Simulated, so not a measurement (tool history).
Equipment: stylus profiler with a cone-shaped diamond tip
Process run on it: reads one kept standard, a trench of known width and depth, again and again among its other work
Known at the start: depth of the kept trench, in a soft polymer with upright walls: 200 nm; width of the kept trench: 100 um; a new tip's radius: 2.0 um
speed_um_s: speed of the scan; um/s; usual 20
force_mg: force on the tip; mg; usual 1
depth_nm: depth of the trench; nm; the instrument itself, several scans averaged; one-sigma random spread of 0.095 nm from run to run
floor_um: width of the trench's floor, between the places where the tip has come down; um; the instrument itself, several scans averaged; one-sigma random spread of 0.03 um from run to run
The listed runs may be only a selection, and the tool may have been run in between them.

run,hour,speed_um_s,force_mg,depth_nm,floor_um
1,0,20,1,201.41,98.09
2,45.2,20,1,201.65,98.08
3,88.6,20,1,201.61,98.09
4,170.2,20,1,201.57,98.1
5,208.7,20,1,201.52,98.07
# hour 227.2: new tip fitted, height scale calibrated
6,256.2,8,1,201.48,98.17
7,335.5,61,1,201.74,97.73
8,416.7,61,1,201.71,97.76
9,463.7,61,1,201.47,97.72
10,540.3,58,1,201.65,97.83
11,579.3,8,1,201.69,98.22
12,640.7,8,1,201.59,98.17
13,701.9,8,1,201.67,98.19
14,763.4,61,0.41,200.83,97.49
15,839.8,6,1.09,201.7,98.19
16,879.5,25,0.82,201.28,98.05
17,934.3,32,1.01,201.64,98.03
18,989.5,21,1,201.62,98.05
19,1061,30,0.6,201.04,97.99
20,1133.4,19,1.32,201.94,98.13
21,1192.3,34,2.25,202.92,98.06
22,1251.4,34,2.25,202.52,98.05
23,1323.8,20,2.73,203.19,98.17
24,1362.5,18,2.74,203.01,98.09

Below, some changes in floor_um between adjacent runs. For each, the amount present without the hidden state too (settings, incoming material, random variation) and the amount remaining for the hidden state with gauge scatter not shared by both compared results:
What the log doesn't record here: radius of the tip, um; height scale over the true one, %; drift of the gauge itself on depth_nm, %; drift of the gauge itself on floor_um, %.
Run 3 -> 4: settings left as they were, no log entry in between. floor_um +0.01 um: hidden state -0.01, all else +0.02.
Run 5 -> 6: speed_um_s 20 -> 8, new tip fitted, height scale calibrated. floor_um +0.1 um: hidden state +0.04, all else +0.06.
Run 13 -> 14: speed_um_s 8 -> 61, force_mg 1 -> 0.41. floor_um -0.7 um: hidden state +0, all else -0.7.
Run 14 -> 15: speed_um_s 61 -> 6, force_mg 0.41 -> 1.09. floor_um +0.7 um: hidden state +0, all else +0.7.

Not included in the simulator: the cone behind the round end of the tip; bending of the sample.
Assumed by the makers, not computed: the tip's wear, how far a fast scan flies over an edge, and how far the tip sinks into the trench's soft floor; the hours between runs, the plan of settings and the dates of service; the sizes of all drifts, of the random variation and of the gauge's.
